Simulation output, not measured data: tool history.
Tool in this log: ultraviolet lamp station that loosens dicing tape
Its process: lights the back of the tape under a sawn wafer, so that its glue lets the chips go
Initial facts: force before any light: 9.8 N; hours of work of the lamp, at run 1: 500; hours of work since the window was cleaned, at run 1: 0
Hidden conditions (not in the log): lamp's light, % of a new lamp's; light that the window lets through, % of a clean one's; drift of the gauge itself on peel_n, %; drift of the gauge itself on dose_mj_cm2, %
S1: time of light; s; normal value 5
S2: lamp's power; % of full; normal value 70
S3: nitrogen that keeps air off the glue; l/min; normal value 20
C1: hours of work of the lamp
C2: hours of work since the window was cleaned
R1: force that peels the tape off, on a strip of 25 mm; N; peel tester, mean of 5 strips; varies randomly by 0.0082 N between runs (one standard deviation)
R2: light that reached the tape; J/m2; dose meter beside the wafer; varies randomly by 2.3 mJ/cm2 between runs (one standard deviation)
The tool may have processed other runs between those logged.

run 1 day=0 | S1=5 S2=70 S3=20 | C1=500 C2=0 | R1=0.608 R2=1740
run 2 day=2.312 | S1=5 S2=70 S3=20 | C1=526 C2=25 | R1=0.655 R2=1630
run 3 day=4.571 | S1=5 S2=70 S3=20 | C1=551 C2=50 | R1=0.693 R2=1610
run 4 day=6.321 | S1=5 S2=70 S3=20 | C1=570 C2=70 | R1=0.74 R2=1540
run 5 day=7.758 | S1=5 S2=70 S3=20 | C1=586 C2=85 | R1=0.775 R2=1580
run 6 day=9.567 | S1=5 S2=70 S3=20 | C1=606 C2=105 | R1=0.827 R2=1480
run 7 day=11.104 | S1=5 S2=70 S3=20 | C1=623 C2=122 | R1=0.85 R2=1470
-- day=13.154 lamp changed
run 8 day=13.712 | S1=5 S2=70 S3=20 | C1=6 C2=150 | R1=0.462 R2=1900
run 9 day=14.938 | S1=5 S2=70 S3=20 | C1=20 C2=164 | R1=0.499 R2=1840
run 10 day=17.125 | S1=6 S2=70 S3=20 | C1=44 C2=188 | R1=0.314 R2=2160
run 11 day=18.412 | S1=6 S2=70 S3=20 | C1=58 C2=202 | R1=0.316 R2=2170
run 12 day=19.975 | S1=6 S2=70 S3=20 | C1=75 C2=219 | R1=0.349 R2=2090
run 13 day=21.133 | S1=6 S2=70 S3=20 | C1=88 C2=232 | R1=0.355 R2=2070
-- day=23.296 window cleaned of glue's vapour
run 14 day=23.892 | S1=6 S2=70 S3=20 | C1=118 C2=7 | R1=0.445 R2=1920
run 15 day=25.754 | S1=6 S2=70 S3=20 | C1=138 C2=27 | R1=0.489 R2=1900
run 16 day=28.425 | S1=6 S2=70 S3=20 | C1=168 C2=56 | R1=0.536 R2=1820
run 17 day=30.154 | S1=5 S2=70 S3=35 | C1=187 C2=75 | R1=0.629 R2=1470
-- day=32.146 window cleaned of glue's vapour, once more
run 18 day=32.717 | S1=5 S2=70 S3=35 | C1=215 C2=6 | R1=0.305 R2=1930
run 19 day=34.35 | S1=5 S2=70 S3=20 | C1=233 C2=24 | R1=0.476 R2=1840
run 20 day=36.162 | S1=5 S2=70 S3=20 | C1=253 C2=44 | R1=0.511 R2=1820
run 21 day=37.629 | S1=5 S2=64 S3=20 | C1=269 C2=60 | R1=0.699 R2=1660
run 22 day=38.912 | S1=5 S2=64 S3=20 | C1=283 C2=74 | R1=0.703 R2=1620
run 23 day=41.596 | S1=6 S2=70 S3=20 | C1=312 C2=104 | R1=0.354 R2=2040
run 24 day=43.383 | S1=6 S2=70 S3=20 | C1=332 C2=124 | R1=0.413 R2=2020
run 25 day=46.054 | S1=5 S2=66 S3=21 | C1=361 C2=153 | R1=0.778 R2=1520
run 26 day=47.596 | S1=5 S2=66 S3=21 | C1=378 C2=170 | R1=0.842 R2=1520
run 27 day=49.775 | S1=5 S2=66 S3=21 | C1=402 C2=194 | R1=0.902 R2=1470
run 28 day=50.929 | S1=5 S2=66 S3=21 | C1=415 C2=207 | R1=0.928 R2=1440
run 29 day=52.283 | S1=9 S2=70 S3=20 | C1=430 C2=221 | R1=0.17 R2=2720
run 30 day=54.971 | S1=9 S2=81 S3=20 | C1=459 C2=251 | R1=0.129 R2=3040
-- day=55.567 window cleaned of glue's vapour
run 31 day=56.758 | S1=9 S2=81 S3=20 | C1=479 C2=13 | R1=0.081 R2=3470
run 32 day=58.479 | S1=2 S2=65 S3=19 | C1=498 C2=32 | R1=3.774 R2=610
run 33 day=59.683 | S1=9 S2=75 S3=20 | C1=511 C2=45 | R1=0.113 R2=3090
run 34 day=61.808 | S1=9 S2=75 S3=20 | C1=534 C2=69 | R1=0.118 R2=3030
run 35 day=62.958 | S1=9 S2=75 S3=20 | C1=547 C2=81 | R1=0.128 R2=2960
run 36 day=65.429 | S1=9 S2=75 S3=20 | C1=574 C2=108 | R1=0.128 R2=2850
run 37 day=67.954 | S1=7 S2=84 S3=27 | C1=602 C2=136 | R1=0.184 R2=2440
run 38 day=69.817 | S1=2 S2=87 S3=6 | C1=622 C2=157 | R1=4.51 R2=700
run 39 day=71.508 | S1=5 S2=73 S3=20 | C1=641 C2=175 | R1=0.935 R2=1440
-- day=71.8 lamp changed
run 40 day=74.062 | S1=5 S2=86 S3=20 | C1=25 C2=203 | R1=0.281 R2=2230
run 41 day=76.546 | S1=6 S2=86 S3=17 | C1=52 C2=230 | R1=0.201 R2=2620
run 42 day=78.746 | S1=3 S2=86 S3=15 | C1=76 C2=254 | R1=1.526 R2=1270
-- day=78.975 window cleaned of glue's vapour
run 43 day=80.575 | S1=3 S2=78 S3=19 | C1=96 C2=18 | R1=1.146 R2=1360
run 44 day=82.308 | S1=6 S2=83 S3=19 | C1=115 C2=37 | R1=0.148 R2=2770

Hidden state or all else? Some run-to-run changes of R1, split into what the settings, what came in and random variation would give without the hidden state, and what is left for the hidden state (with any gauge scatter that isn't in both results):
Run 31 -> 32: S1 9 -> 2, S2 81 -> 65, S3 20 -> 19. R1 +3.693 N: hidden state +0.979, all else +2.714.
Run 32 -> 33: S1 2 -> 9, S2 65 -> 75, S3 19 -> 20. R1 -3.661 N: hidden state -0.959, all else -2.702.
Run 37 -> 38: S1 7 -> 2, S2 84 -> 87, S3 27 -> 6. R1 +4.326 N: hidden state +1.417, all else +2.909.
